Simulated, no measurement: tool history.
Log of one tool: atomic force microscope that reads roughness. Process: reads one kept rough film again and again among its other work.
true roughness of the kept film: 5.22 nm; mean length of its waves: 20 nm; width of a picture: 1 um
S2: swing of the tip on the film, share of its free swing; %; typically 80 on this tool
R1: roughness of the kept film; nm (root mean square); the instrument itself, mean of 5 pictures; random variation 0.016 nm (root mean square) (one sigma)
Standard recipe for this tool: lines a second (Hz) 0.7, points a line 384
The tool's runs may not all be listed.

{"run": 1, "hour": 0.0, "lines a second (Hz)": 0.7, "S2": 80, "points a line": 384, "R1": 3.838}
{"run": 2, "hour": 58.4, "lines a second (Hz)": 0.7, "S2": 80, "points a line": 384, "R1": 3.219}
{"run": 3, "hour": 130.9, "lines a second (Hz)": 0.7, "S2": 80, "points a line": 384, "R1": 2.695}
{"run": 4, "hour": 172.7, "lines a second (Hz)": 1.393, "S2": 80, "points a line": 384, "R1": 2.305}
{"hour": 180.4, "done": "new tip fitted"}
{"run": 5, "hour": 243.5, "lines a second (Hz)": 0.7, "S2": 80, "points a line": 1015, "R1": 3.21}
{"run": 6, "hour": 315.4, "lines a second (Hz)": 0.7, "S2": 80, "points a line": 1015, "R1": 2.702}
{"hour": 359.4, "done": "new tip fitted"}
{"run": 7, "hour": 392.4, "lines a second (Hz)": 0.7, "S2": 80, "points a line": 1015, "R1": 3.496}
{"run": 8, "hour": 447.3, "lines a second (Hz)": 0.7, "S2": 80, "points a line": 384, "R1": 3.016}
{"run": 9, "hour": 498.7, "lines a second (Hz)": 0.7, "S2": 80, "points a line": 384, "R1": 2.7}
{"hour": 536.9, "done": "new tip fitted"}
{"run": 10, "hour": 573.2, "lines a second (Hz)": 0.7, "S2": 80, "points a line": 384, "R1": 3.37}
{"run": 11, "hour": 645.4, "lines a second (Hz)": 0.7, "S2": 80, "points a line": 384, "R1": 2.83}
{"hour": 650.1, "done": "height scale calibrated on a step standard"}
{"run": 12, "hour": 704.0, "lines a second (Hz)": 0.7, "S2": 80, "points a line": 384, "R1": 2.5}
{"hour": 713.8, "done": "new tip fitted"}
{"run": 13, "hour": 778.0, "lines a second (Hz)": 0.7, "S2": 80, "points a line": 384, "R1": 3.104}
{"run": 14, "hour": 841.3, "lines a second (Hz)": 0.7, "S2": 80, "points a line": 384, "R1": 2.742}
{"hour": 891.1, "done": "new tip fitted"}
{"run": 15, "hour": 895.3, "lines a second (Hz)": 0.7, "S2": 80, "points a line": 384, "R1": 3.719}
{"run": 16, "hour": 930.5, "lines a second (Hz)": 0.7, "S2": 80, "points a line": 384, "R1": 3.357}
{"run": 17, "hour": 986.4, "lines a second (Hz)": 1.107, "S2": 56, "points a line": 507, "R1": 2.985}
{"hour": 1050.0, "done": "height scale calibrated on a step standard, once more"}
{"run": 18, "hour": 1056.9, "lines a second (Hz)": 2.225, "S2": 74, "points a line": 537, "R1": 2.363}
{"hour": 1074.2, "done": "new tip fitted"}
{"run": 19, "hour": 1120.9, "lines a second (Hz)": 2.225, "S2": 69, "points a line": 537, "R1": 3.219}
{"run": 20, "hour": 1176.0, "lines a second (Hz)": 3.154, "S2": 85, "points a line": 921, "R1": 2.347}
{"run": 21, "hour": 1209.3, "lines a second (Hz)": 2.305, "S2": 59, "points a line": 262, "R1": 2.636}
{"hour": 1251.8, "done": "new tip fitted"}
{"run": 22, "hour": 1263.1, "lines a second (Hz)": 2.305, "S2": 59, "points a line": 262, "R1": 3.69}
{"run": 23, "hour": 1322.2, "lines a second (Hz)": 2.305, "S2": 59, "points a line": 262, "R1": 3.106}
{"run": 24, "hour": 1376.9, "lines a second (Hz)": 2.305, "S2": 59, "points a line": 783, "R1": 2.838}
{"run": 25, "hour": 1415.5, "lines a second (Hz)": 0.7, "S2": 70, "points a line": 346, "R1": 2.618}
{"hour": 1429.3, "done": "new tip fitted"}
{"run": 26, "hour": 1486.0, "lines a second (Hz)": 0.7, "S2": 63, "points a line": 346, "R1": 3.357}
{"run": 27, "hour": 1529.7, "lines a second (Hz)": 3.703, "S2": 56, "points a line": 346, "R1": 2.874}
{"run": 28, "hour": 1586.1, "lines a second (Hz)": 3.687, "S2": 58, "points a line": 527, "R1": 2.541}
{"hour": 1605.9, "done": "new tip fitted"}
{"run": 29, "hour": 1639.7, "lines a second (Hz)": 3.687, "S2": 58, "points a line": 527, "R1": 3.41}
{"run": 30, "hour": 1678.9, "lines a second (Hz)": 0.7, "S2": 57, "points a line": 280, "R1": 3.186}
{"run": 31, "hour": 1758.6, "lines a second (Hz)": 0.514, "S2": 59, "points a line": 266, "R1": 2.659}

Some steps in R1 between neighbouring runs. How much of each would the tool show without its hidden state too (settings, what came in, random variation), and how much is left for the hidden state, with any gauge scatter that isn't in both results?
Unlogged tool condition in this case: radius of the tip, nm; height scale over the true one, %; drift of the gauge itself on roughness_nm, %.
Run 4 -> 5: lines a second (Hz) 1.393 -> 0.7, points a line 384 -> 1015, new tip fitted. R1 +0.905 nm (root mean square): hidden state +0.631, all else +0.274.
Run 14 -> 15: new tip fitted. R1 +0.977 nm (root mean square): hidden state +1.042, all else -0.065.
Run 21 -> 22: new tip fitted. R1 +1.054 nm (root mean square): hidden state +1.028, all else +0.026.
Run 28 -> 29: new tip fitted. R1 +0.869 nm (root mean square): hidden state +0.881, all else -0.012.
